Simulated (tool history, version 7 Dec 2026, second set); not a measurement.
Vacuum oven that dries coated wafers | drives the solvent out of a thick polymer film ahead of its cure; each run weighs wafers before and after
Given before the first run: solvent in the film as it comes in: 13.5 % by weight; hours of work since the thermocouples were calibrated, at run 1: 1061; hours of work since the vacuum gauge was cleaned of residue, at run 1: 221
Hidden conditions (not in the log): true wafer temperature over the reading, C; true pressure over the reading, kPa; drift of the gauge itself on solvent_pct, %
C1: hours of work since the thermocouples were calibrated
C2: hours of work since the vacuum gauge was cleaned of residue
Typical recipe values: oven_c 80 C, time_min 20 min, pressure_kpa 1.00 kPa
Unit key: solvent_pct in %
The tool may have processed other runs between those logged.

run 1 day=0.000 | oven_c=80 time_min=20 pressure_kpa=1.00 | C1=1061 C2=221 | solvent_pct=1.78
run 2 day=0.646 | oven_c=80 time_min=20 pressure_kpa=1.00 | C1=1070 C2=230 | solvent_pct=1.90
run 3 day=1.050 | oven_c=66 time_min=20 pressure_kpa=1.00 | C1=1076 C2=235 | solvent_pct=5.64
run 4 day=1.675 | oven_c=80 time_min=12 pressure_kpa=1.00 | C1=1085 C2=244 | solvent_pct=3.61
run 5 day=2.500 | oven_c=80 time_min=12 pressure_kpa=1.00 | C1=1096 C2=256 | solvent_pct=3.52
run 6 day=2.946 | oven_c=80 time_min=12 pressure_kpa=1.00 | C1=1103 C2=262 | solvent_pct=3.59
run 7 day=3.600 | oven_c=78 time_min=20 pressure_kpa=1.00 | C1=1112 C2=271 | solvent_pct=2.20
-- day=3.758 oven's thermocouples calibrated
run 8 day=4.158 | oven_c=78 time_min=20 pressure_kpa=2.46 | C1=6 C2=278 | solvent_pct=3.13
run 9 day=4.779 | oven_c=78 time_min=20 pressure_kpa=2.46 | C1=14 C2=287 | solvent_pct=3.13
run 10 day=5.175 | oven_c=78 time_min=20 pressure_kpa=2.46 | C1=20 C2=292 | solvent_pct=3.24
run 11 day=5.517 | oven_c=82 time_min=31 pressure_kpa=2.46 | C1=25 C2=297 | solvent_pct=1.47
run 12 day=6.033 | oven_c=74 time_min=18 pressure_kpa=2.04 | C1=32 C2=304 | solvent_pct=4.31
run 13 day=6.379 | oven_c=74 time_min=18 pressure_kpa=2.04 | C1=37 C2=309 | solvent_pct=4.32
run 14 day=7.058 | oven_c=74 time_min=26 pressure_kpa=2.04 | C1=46 C2=319 | solvent_pct=3.13
run 15 day=7.550 | oven_c=80 time_min=35 pressure_kpa=0.83 | C1=53 C2=326 | solvent_pct=0.87
-- day=8.104 oven's thermocouples calibrated, once more
run 16 day=8.454 | oven_c=80 time_min=35 pressure_kpa=0.83 | C1=5 C2=337 | solvent_pct=0.72

Alternative continuations, all from the tool just after run 16; predict every row:
run A day=9.079 | oven_c=80 time_min=15 pressure_kpa=1.00 | C1=14 C2=346 | solvent_pct=?
run B day=9.079 | oven_c=70 time_min=22 pressure_kpa=1.00 | C1=14 C2=346 | solvent_pct=?
run C day=9.079 | oven_c=80 time_min=19 pressure_kpa=1.00 | C1=14 C2=346 | solvent_pct=?
run D day=9.079 | oven_c=93 time_min=35 pressure_kpa=0.83 | C1=14 C2=346 | solvent_pct=?
run E day=9.079 | oven_c=72 time_min=12 pressure_kpa=0.83 | C1=14 C2=346 | solvent_pct=?

run=A solvent_pct=2.50
run=B solvent_pct=3.85
run=C solvent_pct=1.86
run=D solvent_pct=0.36
run=E solvent_pct=5.38
Take away the tool's hidden state, keep each run's random variation, and the runs would have read:
run=A solvent_pct=2.43
run=B solvent_pct=3.76
run=C solvent_pct=1.79
run=D solvent_pct=0.33
run=E solvent_pct=5.31
